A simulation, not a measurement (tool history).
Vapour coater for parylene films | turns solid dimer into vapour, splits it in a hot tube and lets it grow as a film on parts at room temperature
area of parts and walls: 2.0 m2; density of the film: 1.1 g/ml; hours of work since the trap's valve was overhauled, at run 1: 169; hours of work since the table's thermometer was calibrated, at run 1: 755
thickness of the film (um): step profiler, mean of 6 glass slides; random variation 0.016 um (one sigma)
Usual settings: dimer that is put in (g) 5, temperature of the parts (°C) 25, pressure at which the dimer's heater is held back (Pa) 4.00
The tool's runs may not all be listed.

| run | hour | dimer that is put in (g) | temperature of the parts (°C) | pressure at which the dimer's heater is held back (Pa) | hours of work since the trap's valve was overhauled | hours of work since the table's thermometer was calibrated | thickness of the film (um) |
|---|---|---|---|---|---|---|---|
| 1 | 0.0 | 5 | 25 | 4.00 | 169 | 755 | 1.04 |
| 2 | 16.7 | 5 | 31 | 4.00 | 182 | 768 | 0.86 |
| 3 | 28.1 | 5 | 31 | 4.00 | 190 | 776 | 0.89 |
| 4 | 49.7 | 5 | 31 | 4.00 | 206 | 792 | 0.86 |
| 5 | 70.1 | 5 | 25 | 11.61 | 222 | 808 | 0.92 |
| 6 | 82.3 | 5 | 26 | 11.61 | 231 | 817 | 0.91 |
| 7 | 100.7 | 5 | 26 | 11.61 | 245 | 831 | 0.90 |
| 8 | 122.2 | 5 | 26 | 11.61 | 261 | 847 | 0.87 |
| 9 | 137.0 | 5 | 26 | 11.61 | 272 | 858 | 0.90 |
| 10 | 151.2 | 5 | 26 | 11.61 | 282 | 868 | 0.85 |
| 11 | 171.4 | 5 | 26 | 11.61 | 298 | 884 | 0.88 |
| 12 | 187.3 | 5 | 25 | 4.00 | 309 | 895 | 1.00 |
| 13 | 209.2 | 5 | 25 | 4.00 | 326 | 912 | 0.97 |
| 14 | 230.7 | 5 | 25 | 4.00 | 342 | 928 | 0.97 |
|  | 247.7 | table's thermometer calibrated |
| 15 | 248.6 | 5 | 25 | 4.00 | 355 | 1 | 1.01 |
| 16 | 273.5 | 5 | 25 | 5.82 | 373 | 19 | 0.99 |
|  | 285.1 | trap's valve overhauled |
| 17 | 299.5 | 5 | 25 | 5.82 | 11 | 36 | 1.02 |
| 18 | 310.6 | 5 | 25 | 4.00 | 19 | 44 | 1.04 |
| 19 | 334.3 | 5 | 25 | 4.00 | 37 | 62 | 1.06 |
| 20 | 346.5 | 5 | 25 | 4.00 | 46 | 71 | 1.09 |
| 21 | 368.7 | 5 | 25 | 4.00 | 63 | 88 | 1.05 |
| 22 | 383.4 | 4 | 35 | 2.92 | 74 | 99 | 0.67 |
| 23 | 402.6 | 3 | 35 | 2.92 | 88 | 113 | 0.50 |
| 24 | 424.9 | 6 | 30 | 2.92 | 105 | 130 | 1.14 |
| 25 | 441.5 | 8 | 25 | 4.00 | 117 | 142 | 1.70 |
| 26 | 454.7 | 2 | 23 | 2.12 | 127 | 152 | 0.46 |
| 27 | 475.3 | 7 | 35 | 3.23 | 143 | 168 | 1.15 |
| 28 | 498.6 | 3 | 26 | 5.39 | 160 | 185 | 0.60 |
| 29 | 517.0 | 5 | 25 | 7.30 | 174 | 199 | 0.97 |
| 30 | 540.3 | 3 | 27 | 2.52 | 191 | 216 | 0.60 |
| 31 | 551.8 | 3 | 24 | 2.94 | 200 | 225 | 0.64 |
| 32 | 562.6 | 7 | 27 | 8.47 | 208 | 233 | 1.29 |
| 33 | 576.5 | 5 | 18 | 5.72 | 219 | 244 | 1.17 |
| 34 | 591.0 | 7 | 27 | 11.59 | 229 | 255 | 1.22 |
| 35 | 608.0 | 8 | 23 | 10.64 | 242 | 267 | 1.57 |

Measured less the same run without the tool's hidden state. The same run-to-run variation is in both; the gauge's scatter may not be:
The hidden state here: vapour lost through the trap's worn valve, %; true temperature of the parts over the reading, C; drift of the gauge itself on film_um, %.
| run | thickness of the film (um) |
|---|---|
| 1 | -0.05 |
| 2 | -0.05 |
| 3 | -0.05 |
| 4 | -0.05 |
| 5 | -0.06 |
| 6 | -0.06 |
| 7 | -0.06 |
| 8 | -0.06 |
| 9 | -0.07 |
| 10 | -0.07 |
| 11 | -0.07 |
| 12 | -0.09 |
| 13 | -0.08 |
| 14 | -0.09 |
| 15 | -0.07 |
| 16 | -0.07 |
| 17 | +0.00 |
| 18 | -0.01 |
| 19 | -0.01 |
| 20 | -0.01 |
| 21 | -0.02 |
| 22 | -0.01 |
| 23 | -0.01 |
| 24 | -0.03 |
| 25 | -0.04 |
| 26 | -0.01 |
| 27 | -0.04 |
| 28 | -0.02 |
| 29 | -0.04 |
| 30 | -0.03 |
| 31 | -0.03 |
| 32 | -0.06 |
| 33 | -0.06 |
| 34 | -0.07 |
| 35 | -0.08 |

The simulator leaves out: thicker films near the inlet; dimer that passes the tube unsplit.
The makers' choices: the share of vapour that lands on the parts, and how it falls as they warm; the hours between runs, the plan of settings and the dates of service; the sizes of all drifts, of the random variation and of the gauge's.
